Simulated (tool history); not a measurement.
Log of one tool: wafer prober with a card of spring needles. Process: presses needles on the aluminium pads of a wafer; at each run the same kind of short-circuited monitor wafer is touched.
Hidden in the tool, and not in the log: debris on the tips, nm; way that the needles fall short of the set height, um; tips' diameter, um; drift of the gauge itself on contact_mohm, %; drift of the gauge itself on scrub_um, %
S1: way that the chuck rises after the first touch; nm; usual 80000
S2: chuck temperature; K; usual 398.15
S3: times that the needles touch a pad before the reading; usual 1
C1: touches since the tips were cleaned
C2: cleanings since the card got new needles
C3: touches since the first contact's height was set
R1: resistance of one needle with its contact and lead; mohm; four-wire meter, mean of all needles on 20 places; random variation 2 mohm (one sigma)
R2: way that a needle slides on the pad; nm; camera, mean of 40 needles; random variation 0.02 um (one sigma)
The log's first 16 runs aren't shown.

-- day=22.792 tips cleaned on abrasive film
-- day=23.021 height of the first contact set anew
run 17 day=23.775 | S1=98000 S2=398.15 S3=1 | C1=5111 C2=41 C3=3967 | R1=257 R2=21350
-- day=24.083 tips cleaned on abrasive film
run 18 day=25.083 | S1=95000 S2=398.15 S3=2 | C1=5270 C2=42 C3=10847 | R1=245 R2=20690
-- day=25.296 tips cleaned on abrasive film
run 19 day=26.246 | S1=61000 S2=321.15 S3=3 | C1=4983 C2=43 C3=16936 | R1=254 R2=13220
-- day=26.558 tips cleaned on abrasive film
run 20 day=27.442 | S1=80000 S2=318.15 S3=1 | C1=4657 C2=44 C3=23218 | R1=270 R2=17370
-- day=27.817 tips cleaned on abrasive film
run 21 day=28.438 | S1=80000 S2=326.15 S3=1 | C1=3265 C2=45 C3=28446 | R1=255 R2=17330
-- day=29.096 tips cleaned on abrasive film
run 22 day=29.788 | S1=76000 S2=398.15 S3=1 | C1=3625 C2=46 C3=35528 | R1=282 R2=16460
-- day=30.404 tips cleaned on abrasive film
run 23 day=30.771 | S1=80000 S2=314.15 S3=1 | C1=1929 C2=47 C3=40695 | R1=248 R2=17300
-- day=31.717 tips cleaned on abrasive film
run 24 day=32.842 | S1=80000 S2=320.15 S3=1 | C1=5917 C2=48 C3=51576 | R1=281 R2=17210
-- day=32.992 tips cleaned on abrasive film
-- day=34.312 tips cleaned on abrasive film
run 25 day=34.342 | S1=81000 S2=398.15 S3=2 | C1=171 C2=50 C3=59449 | R1=228 R2=17430
-- day=35.579 tips cleaned on abrasive film
run 26 day=35.767 | S1=65000 S2=331.15 S3=3 | C1=1000 C2=51 C3=66932 | R1=231 R2=13940
-- day=36.808 tips cleaned on abrasive film
run 27 day=37.425 | S1=65000 S2=331.15 S3=3 | C1=3245 C2=52 C3=75638 | R1=240 R2=13900
-- day=38.083 tips cleaned on abrasive film
run 28 day=38.862 | S1=65000 S2=310.15 S3=2 | C1=4122 C2=53 C3=83193 | R1=271 R2=13890
-- day=39.417 tips cleaned on abrasive film
run 29 day=39.892 | S1=68000 S2=302.15 S3=1 | C1=2487 C2=54 C3=88575 | R1=279 R2=14500
-- day=40.625 tips cleaned on abrasive film
-- day=40.638 height of the first contact set anew
run 30 day=41.729 | S1=68000 S2=302.15 S3=2 | C1=5760 C2=55 C3=5760 | R1=265 R2=14840
-- day=41.833 tips cleaned on abrasive film
-- day=43.142 tips cleaned on abrasive film
run 31 day=43.171 | S1=68000 S2=302.15 S3=2 | C1=145 C2=57 C3=13302 | R1=208 R2=14750

4 ways to go on from here, each from the tool as it stands after run 31. What would each give?
-- day=44.333 tips cleaned on abrasive film
run A day=44.954 | S1=80000 S2=319.15 S3=1 | C1=3260 C2=58 C3=22680 | R1=? R2=?
-- day=44.333 tips cleaned on abrasive film
run B day=44.954 | S1=97000 S2=336.15 S3=1 | C1=3260 C2=58 C3=22680 | R1=? R2=?
-- day=44.333 tips cleaned on abrasive film
run C day=44.954 | S1=68000 S2=318.15 S3=1 | C1=3260 C2=58 C3=22680 | R1=? R2=?
-- day=44.333 tips cleaned on abrasive film
run D day=44.954 | S1=80000 S2=398.15 S3=1 | C1=3260 C2=58 C3=22680 | R1=? R2=?

run=A R1=267 R2=17350
run=B R1=240 R2=21040
run=C R1=287 R2=14770
run=D R1=280 R2=17310
Without the tool's hidden state the same runs would have given:
run=A R1=204 R2=17420
run=B R1=198 R2=21100
run=C R1=204 R2=14840
run=D R1=224 R2=17380

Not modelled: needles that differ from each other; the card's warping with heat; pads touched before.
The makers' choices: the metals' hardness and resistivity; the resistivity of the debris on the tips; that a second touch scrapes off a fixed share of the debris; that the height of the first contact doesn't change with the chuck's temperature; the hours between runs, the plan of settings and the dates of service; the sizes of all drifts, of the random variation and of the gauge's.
